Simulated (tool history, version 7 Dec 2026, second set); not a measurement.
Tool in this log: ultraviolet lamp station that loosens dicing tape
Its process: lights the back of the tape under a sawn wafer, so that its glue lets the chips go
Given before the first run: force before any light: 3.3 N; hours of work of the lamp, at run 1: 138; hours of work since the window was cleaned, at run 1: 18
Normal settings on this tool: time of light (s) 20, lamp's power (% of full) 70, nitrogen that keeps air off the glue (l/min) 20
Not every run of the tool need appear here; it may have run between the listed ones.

run    day  time of light (s)  lamp's power (% of full)  nitrogen that keeps air off the glue (l/min)  hours of work of the lamp  hours of work since the window was cleaned  force that peels the tape off (N)  light that reached the tape (mJ/cm2)
  1      0                 20                        70                                            20                        138                                          18                              0.647                                   423
  2  0.354                 20                        70                                            20                        143                                          22                              0.648                                   420
  3  0.758                 20                        70                                            29                        148                                          28                              0.593                                   415
  4  1.004                 20                        70                                            20                        152                                          31                              0.655                                   417
  5  1.338                 20                        70                                            21                        156                                          35                              0.647                                   421
     1.383  -- window cleaned of glue's vapour
  6  1.646                 20                        70                                            21                        160                                           3                              0.667                                   415
  7  1.912                 20                        70                                            21                        163                                           7                              0.666                                   411
  8  2.271                 16                        70                                            15                        168                                          12                              0.962                                   333
  9  2.675                 24                        70                                            20                        173                                          17                              0.524                                   496
 10   2.95                 24                        70                                            20                        177                                          21                              0.542                                   494

What if the next run were any one of these 4? Each begins from the tool's condition after run 10:
     3.129  -- window cleaned of glue's vapour, once more
  A  3.388                 22                        71                                             9                        182                                           3                                  ?                                     ?
     3.129  -- window cleaned of glue's vapour, once more
  B  3.388                 11                        62                                            20                        182                                           3                                  ?                                     ?
     3.129  -- window cleaned of glue's vapour, once more
  C  3.388                 10                        76                                            20                        182                                           3                                  ?                                     ?
     3.129  -- window cleaned of glue's vapour, once more
  D  3.388                 12                        69                                            16                        182                                           3                                  ?                                     ?

run  force that peels the tape off (N)  light that reached the tape (mJ/cm2)
  A                              0.727                                   467
  B                              1.377                                   205
  C                              1.311                                   225
  D                              1.227                                   247
The same runs, with their run-to-run variation unchanged, on a tool lacking any hidden condition would have given:
run  force that peels the tape off (N)  light that reached the tape (mJ/cm2)
  A                              0.663                                   502
  B                              1.296                                   220
  C                              1.227                                   242
  D                              1.146                                   265
